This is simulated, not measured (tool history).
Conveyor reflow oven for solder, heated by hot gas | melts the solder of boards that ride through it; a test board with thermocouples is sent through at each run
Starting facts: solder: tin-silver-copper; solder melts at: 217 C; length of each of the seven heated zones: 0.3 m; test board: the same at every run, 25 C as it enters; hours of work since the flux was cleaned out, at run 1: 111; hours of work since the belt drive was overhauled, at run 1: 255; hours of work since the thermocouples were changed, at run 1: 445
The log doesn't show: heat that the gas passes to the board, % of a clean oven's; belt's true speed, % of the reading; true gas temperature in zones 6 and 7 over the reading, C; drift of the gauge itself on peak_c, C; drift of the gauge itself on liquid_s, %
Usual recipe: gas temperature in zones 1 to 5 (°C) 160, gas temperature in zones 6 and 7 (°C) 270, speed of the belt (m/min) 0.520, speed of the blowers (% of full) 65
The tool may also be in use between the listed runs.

run   hour  gas temperature in zones 1 to 5 (°C)  gas temperature in zones 6 and 7 (°C)  speed of the belt (m/min)  speed of the blowers (% of full)  hours of work since the flux was cleaned out  hours of work since the belt drive was overhauled  hours of work since the thermocouples were changed  highest temperature of the board (°C)  time above the solder's melting point (s)
  1    0.0                                   160                                    270                      0.520                                65                                           111                                                255                                                 445                                  254.6                                       49.9
  2   19.4                                   160                                    270                      0.520                                65                                           123                                                266                                                 457                                  254.7                                       49.8
  3   38.5                                   160                                    270                      0.520                                65                                           134                                                277                                                 468                                  254.6                                       49.7
  4   59.1                                   160                                    270                      0.520                                65                                           146                                                290                                                 480                                  255.0                                       50.3
  5   71.6                                   160                                    284                      0.520                                65                                           153                                                297                                                 487                                  267.6                                       56.6
  6   88.7                                   160                                    284                      0.520                                65                                           163                                                307                                                 497                                  267.3                                       56.8
  7  109.0                                   160                                    270                      0.520                                65                                           175                                                319                                                 509                                  254.5                                       50.0
  8  126.1                                   160                                    270                      0.520                                65                                           185                                                329                                                 519                                  254.1                                       49.6
  9  145.4                                   160                                    270                      0.520                                65                                           197                                                340                                                 531                                  254.3                                       50.6
 10  162.5                                   160                                    270                      0.605                                65                                           207                                                350                                                 541                                  248.8                                       38.1
 11  172.6                                   160                                    270                      0.605                                65                                           213                                                356                                                 547                                  248.7                                       39.1
 12  186.0                                   160                                    270                      0.520                                65                                           221                                                364                                                 555                                  254.8                                       49.9
 13  195.5                                   146                                    263                      0.520                                65                                           226                                                370                                                 560                                  246.1                                       40.3
 14  210.4                                   146                                    263                      0.520                                65                                           235                                                378                                                 569                                  246.0                                       40.9
 15  223.4                                   146                                    263                      0.520                                84                                           243                                                386                                                 577                                  250.6                                       44.9
 16  233.4                                   146                                    283                      0.520                                78                                           249                                                392                                                 583                                  267.9                                       54.1
     239.9  -- flux residue cleaned out of gas plates and filters
 17  248.0                                   160                                    265                      0.614                                88                                             5                                                398                                                 588                                  249.3                                       39.3
 18  259.5                                   160                                    265                      0.602                                86                                            12                                                404                                                 595                                  249.5                                       40.1
     281.1  -- flux residue cleaned out of gas plates and filters, once more
 19  282.4                                   160                                    282                      0.466                                53                                             1                                                415                                                 606                                  267.0                                       63.2
 20  303.3                                   162                                    282                      0.514                                62                                            13                                                427                                                 618                                  266.1                                       57.8
 21  313.8                                   159                                    277                      0.457                                72                                            19                                                433                                                 624                                  267.8                                       65.8
 22  330.2                                   159                                    277                      0.457                                72                                            29                                                443                                                 634                                  267.5                                       65.9
 23  347.7                                   159                                    277                      0.457                                72                                            39                                                453                                                 644                                  267.4                                       65.5
 24  364.4                                   159                                    277                      0.457                                72                                            49                                                463                                                 654                                  267.2                                       66.1

Forecast each of these 3 alternatives for the next run:
  A  375.2                                   159                                    265                      0.433                                72                                            55                                                470                                                 660                                      ?                                          ?
  B  375.2                                   159                                    274                      0.529                                72                                            55                                                470                                                 660                                      ?                                          ?
  C  375.2                                   150                                    270                      0.503                                51                                            55                                                470                                                 660                                      ?                                          ?

run  highest temperature of the board (°C)  time above the solder's melting point (s)
  A                                  257.4                                       64.8
  B                                  260.0                                       52.4
  C                                  250.3                                       45.5
Without the tool's unlogged condition, the same runs would have read:
run  highest temperature of the board (°C)  time above the solder's melting point (s)
  A                                  255.7                                       62.9
  B                                  258.3                                       50.8
  C                                  248.5                                       43.6
